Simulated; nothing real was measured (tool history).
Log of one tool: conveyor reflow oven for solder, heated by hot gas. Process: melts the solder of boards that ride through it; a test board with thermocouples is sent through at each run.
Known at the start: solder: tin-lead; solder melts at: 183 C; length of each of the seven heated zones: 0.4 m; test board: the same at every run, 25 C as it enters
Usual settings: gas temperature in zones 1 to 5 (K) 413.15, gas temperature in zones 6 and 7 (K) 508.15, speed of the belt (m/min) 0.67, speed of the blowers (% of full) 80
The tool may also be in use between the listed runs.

| run | hour | gas temperature in zones 1 to 5 (K) | gas temperature in zones 6 and 7 (K) | speed of the belt (m/min) | speed of the blowers (% of full) | highest temperature of the board (K) | time above the solder's melting point (s) |
|---|---|---|---|---|---|---|---|
| 1 | 0 | 413.15 | 508.15 | 0.67 | 80 | 491.65 | 55.1 |
| 2 | 76.3 | 413.15 | 508.15 | 0.67 | 80 | 491.25 | 54.7 |
| 3 | 133.4 | 413.15 | 508.15 | 0.67 | 80 | 491.35 | 54.9 |
| 4 | 196.5 | 413.15 | 508.15 | 0.67 | 80 | 489.85 | 53.5 |
| 5 | 263.8 | 399.15 | 508.15 | 0.67 | 80 | 486.85 | 46.7 |
| 6 | 336.8 | 413.15 | 508.15 | 0.67 | 80 | 489.65 | 53.1 |
| 7 | 389.7 | 413.15 | 508.15 | 0.67 | 56 | 483.95 | 47.6 |
| 8 | 439.3 | 427.15 | 508.15 | 0.67 | 80 | 491.75 | 60.2 |
| 9 | 478.3 | 413.15 | 508.15 | 0.67 | 80 | 488.85 | 52.7 |
| 10 | 543.6 | 413.15 | 508.15 | 0.67 | 80 | 491.15 | 54.9 |
| 11 | 586.9 | 413.15 | 508.15 | 0.67 | 80 | 491.15 | 54.7 |
| 12 | 630.8 | 399.15 | 516.15 | 0.67 | 62 | 490.65 | 49.2 |
| 13 | 710.2 | 413.15 | 503.15 | 0.701 | 58 | 480.35 | 41.8 |
| 14 | 747.7 | 414.15 | 508.15 | 0.743 | 80 | 486.85 | 46.2 |
| 15 | 780.5 | 414.15 | 508.15 | 0.743 | 80 | 486.85 | 46.2 |
| 16 | 842.1 | 413.15 | 510.15 | 0.544 | 50 | 492.75 | 68.8 |
| 17 | 876.5 | 402.15 | 498.15 | 0.65 | 88 | 481.75 | 45.4 |
| 18 | 948 | 400.15 | 509.15 | 0.637 | 77 | 489.25 | 51.8 |
| 19 | 982.7 | 424.15 | 514.15 | 0.605 | 55 | 495.45 | 68.1 |
| 20 | 1044.9 | 424.15 | 514.15 | 0.605 | 55 | 495.15 | 67.9 |
| 21 | 1086 | 415.15 | 514.15 | 0.605 | 74 | 499.25 | 67.9 |

Taken out of this log: 4 entries between the listed runs. Where each belongs, and how the hidden state differs across it:
Between runs 3 and 4: thermocouples of zones 6 and 7 changed (hour 191.6)
  heat that the gas passes to the board, % of a clean oven's: 97.3 -> 96.2; belt's true speed, % of the reading: 99.72 -> 99.7; true gas temperature in zones 6 and 7 over the reading, C: 1.44 -> 0.26
  measured less the result without the state, highest temperature of the board (K): +0.6 -> -0.8; time above the solder's melting point (s): +0.4 -> -0.6
Between runs 9 and 10: flux residue cleaned out of gas plates and filters (hour 539.5)
  heat that the gas passes to the board, % of a clean oven's: 91.9 -> 99.9; belt's true speed, % of the reading: 99.59 -> 99.57; true gas temperature in zones 6 and 7 over the reading, C: 0.46 -> 0.5
  measured less the result without the state, highest temperature of the board (K): -1.9 -> +0.5; time above the solder's melting point (s): -1.6 -> +0.7
Between runs 13 and 14: belt drive overhauled, speed set with a stopwatch (hour 719.6)
  heat that the gas passes to the board, % of a clean oven's: 97.4 -> 96.8; belt's true speed, % of the reading: 99.5 -> 99.42; true gas temperature in zones 6 and 7 over the reading, C: 0.61 -> 0.63
  measured less the result without the state, highest temperature of the board (K): +0 -> -0.3; time above the solder's melting point (s): +0 -> -0.1
Between runs 20 and 21: flux residue cleaned out of gas plates and filters (hour 1081.5)
  heat that the gas passes to the board, % of a clean oven's: 92.1 -> 99.7; belt's true speed, % of the reading: 99.3 -> 99.29; true gas temperature in zones 6 and 7 over the reading, C: 0.83 -> 0.86
  measured less the result without the state, highest temperature of the board (K): -0.9 -> +0.9; time above the solder's melting point (s): -0.3 -> +1.1
